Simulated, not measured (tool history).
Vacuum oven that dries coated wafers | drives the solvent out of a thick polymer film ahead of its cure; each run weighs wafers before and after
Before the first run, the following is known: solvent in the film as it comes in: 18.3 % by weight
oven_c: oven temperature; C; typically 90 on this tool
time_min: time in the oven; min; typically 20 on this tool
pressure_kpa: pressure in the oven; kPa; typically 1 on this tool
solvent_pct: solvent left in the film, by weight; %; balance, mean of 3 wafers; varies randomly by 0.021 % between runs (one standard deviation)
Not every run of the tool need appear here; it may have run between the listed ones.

Run 1, hour 0: usual settings. Result: solvent_pct 1.21 %.
Run 2, hour 19.6: usual settings. Result: solvent_pct 1.21 %.
Run 3, hour 63.1: usual settings. Result: solvent_pct 1.19 %.
Run 4, hour 84.6: usual settings. Result: solvent_pct 1.17 %.
Run 5, hour 126.9: usual settings. Result: solvent_pct 1.16 %.
Run 6, hour 165.9: usual settings but time_min 11 min. Result: solvent_pct 3.4 %.
Run 7, hour 188: usual settings but time_min 11 min. Result: solvent_pct 3.47 %.
Run 8, hour 208.1: usual settings but time_min 11 min. Result: solvent_pct 3.4 %.
Run 9, hour 251.1: usual settings but time_min 11 min. Result: solvent_pct 3.35 %.
Run 10, hour 271.7: usual settings but time_min 11 min. Result: solvent_pct 3.36 %.
Run 11, hour 307.5: usual settings but time_min 11 min. Result: solvent_pct 3.4 %.
Run 12, hour 350.9: usual settings but pressure_kpa 1.28 kPa. Result: solvent_pct 1.2 %.
Run 13, hour 386: usual settings but pressure_kpa 1.28 kPa. Result: solvent_pct 1.24 %.
Run 14, hour 412.6: usual settings but pressure_kpa 1.28 kPa. Result: solvent_pct 1.19 %.
Run 15, hour 435.6: usual settings but pressure_kpa 1.28 kPa. Result: solvent_pct 1.25 %.
Run 16, hour 455.9: usual settings but oven_c 85 C. Result: solvent_pct 2.22 %.
Run 17, hour 498.7: usual settings but oven_c 85 C. Result: solvent_pct 2.25 %.
Run 18, hour 524: usual settings but oven_c 85 C. Result: solvent_pct 2.24 %.
Run 19, hour 543.8: usual settings but oven_c 103 C, time_min 30 min, pressure_kpa 1.9 kPa. Result: solvent_pct 0.35 %.
Run 20, hour 580.8: usual settings but oven_c 103 C, time_min 30 min, pressure_kpa 1.9 kPa. Result: solvent_pct 0.34 %.
Run 21, hour 622.4: usual settings but oven_c 85 C, time_min 25 min, pressure_kpa 0.61 kPa. Result: solvent_pct 1.32 %.
Run 22, hour 657.7: usual settings but oven_c 85 C, time_min 25 min, pressure_kpa 0.61 kPa. Result: solvent_pct 1.33 %.
At hour 672.3: oven's thermocouples calibrated.
Run 23, hour 700.1: usual settings but oven_c 85 C, time_min 25 min, pressure_kpa 0.61 kPa. Result: solvent_pct 1.88 %.
Run 24, hour 744.2: usual settings but time_min 17 min, pressure_kpa 0.55 kPa. Result: solvent_pct 1.99 %.
Run 25, hour 787.7: usual settings but oven_c 101 C, pressure_kpa 1.27 kPa. Result: solvent_pct 0.39 %.
Run 26, hour 812: usual settings but oven_c 76 C, time_min 14 min. Result: solvent_pct 8.04 %.
Run 27, hour 842.9: usual settings but oven_c 92 C, time_min 14 min, pressure_kpa 1.9 kPa. Result: solvent_pct 2.56 %.
Run 28, hour 879.3: usual settings but pressure_kpa 1.36 kPa. Result: solvent_pct 1.65 %.
Run 29, hour 918.2: usual settings but time_min 32 min, pressure_kpa 0.57 kPa. Result: solvent_pct 0.54 %.
Run 30, hour 952.2: usual settings but time_min 28 min, pressure_kpa 0.96 kPa. Result: solvent_pct 0.8 %.
Run 31, hour 970.2: usual settings but time_min 28 min, pressure_kpa 0.96 kPa. Result: solvent_pct 0.78 %.
Run 32, hour 996.4: usual settings but time_min 28 min, pressure_kpa 0.96 kPa. Result: solvent_pct 0.75 %.
Run 33, hour 1038.3: usual settings but oven_c 97 C, time_min 21 min, pressure_kpa 0.91 kPa. Result: solvent_pct 0.48 %.

How would selected steps in solvent_pct from run to run divide? Give the signed amount a tool lacking its hidden state would still show from settings, what came in and random variation, and the signed amount left for the hidden state, including any gauge scatter that is not in both of the compared results.
Unlogged tool condition in this case: true wafer temperature over the reading, C; true pressure over the reading, kPa; drift of the gauge itself on solvent_pct, %.
Run 5 -> 6: time_min 20 -> 11. solvent_pct +2.24 %: hidden state -0.28, all else +2.52.
Run 18 -> 19: oven_c 85 -> 103, time_min 20 -> 30, pressure_kpa 1 -> 1.9. solvent_pct -1.89 %: hidden state +0.57, all else -2.46.
Run 20 -> 21: oven_c 103 -> 85, time_min 30 -> 25, pressure_kpa 1.9 -> 0.61. solvent_pct +0.98 %: hidden state -0.44, all else +1.42.
Run 22 -> 23: oven's thermocouples calibrated. solvent_pct +0.55 %: hidden state +0.55, all else +0.
Run 25 -> 26: oven_c 101 -> 76, time_min 20 -> 14, pressure_kpa 1.27 -> 1. solvent_pct +7.65 %: hidden state +0.04, all else +7.61.
Run 26 -> 27: oven_c 76 -> 92, pressure_kpa 1 -> 1.9. solvent_pct -5.48 %: hidden state -0.02, all else -5.46.
